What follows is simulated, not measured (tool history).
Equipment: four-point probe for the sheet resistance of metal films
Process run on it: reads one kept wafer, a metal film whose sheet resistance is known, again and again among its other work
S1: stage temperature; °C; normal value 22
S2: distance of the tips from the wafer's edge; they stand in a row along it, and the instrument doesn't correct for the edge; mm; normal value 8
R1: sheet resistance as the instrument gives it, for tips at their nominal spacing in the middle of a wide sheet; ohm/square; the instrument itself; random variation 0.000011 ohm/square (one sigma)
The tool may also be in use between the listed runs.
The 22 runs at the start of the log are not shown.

Run 23, hour 1053.5: usual settings but S1 27 °C. Result: R1 0.05398 ohm/square.
Run 24, hour 1089.2: usual settings but S1 25 °C. Result: R1 0.054086 ohm/square.
Run 25, hour 1152.6: usual settings but S1 20 °C, S2 4 mm. Result: R1 0.054891 ohm/square.
At hour 1156.5: stage's thermometer calibrated.
Run 26, hour 1189.4: usual settings but S1 23 °C, S2 4 mm. Result: R1 0.054775 ohm/square.
Run 27, hour 1252.7: usual settings but S1 25 °C, S2 7 mm. Result: R1 0.054177 ohm/square.
Run 28, hour 1302.6: usual settings but S1 20 °C. Result: R1 0.054374 ohm/square.
Run 29, hour 1338: usual settings but S1 27 °C, S2 5 mm. Result: R1 0.054296 ohm/square.
Run 30, hour 1379.1: usual settings but S1 29 °C, S2 75 mm. Result: R1 0.053715 ohm/square.
Run 31, hour 1440.9: usual settings but S1 29 °C, S2 75 mm. Result: R1 0.053736 ohm/square.
At hour 1452.2: stage's thermometer calibrated, once more.
Run 32, hour 1508.9: usual settings but S2 65 mm. Result: R1 0.053984 ohm/square.
Run 33, hour 1563.7: usual settings but S2 65 mm. Result: R1 0.05397 ohm/square.
Run 34, hour 1618.5: usual settings but S1 31 °C. Result: R1 0.053696 ohm/square.
Run 35, hour 1669.4: usual settings but S1 27 °C. Result: R1 0.0539 ohm/square.
Run 36, hour 1734: usual settings but S1 25 °C, S2 5 mm. Result: R1 0.054248 ohm/square.
Run 37, hour 1784.4: usual settings but S2 12 mm. Result: R1 0.054056 ohm/square.
Run 38, hour 1833: usual settings but S1 25 °C, S2 60 mm. Result: R1 0.053814 ohm/square.
Run 39, hour 1871: usual settings but S1 33 °C, S2 4 mm. Result: R1 0.054129 ohm/square.
Run 40, hour 1917.8: usual settings but S1 33 °C, S2 4 mm. Result: R1 0.054099 ohm/square.

Predict the results of run 41:
Run 41, hour 1955.4: usual settings. Result: R1 ?.

{"run 41": {"R1": 0.05415}}
If the tool had no hidden condition, the same run with the same run-to-run variation would have returned R1 0.053935 ohm/square.
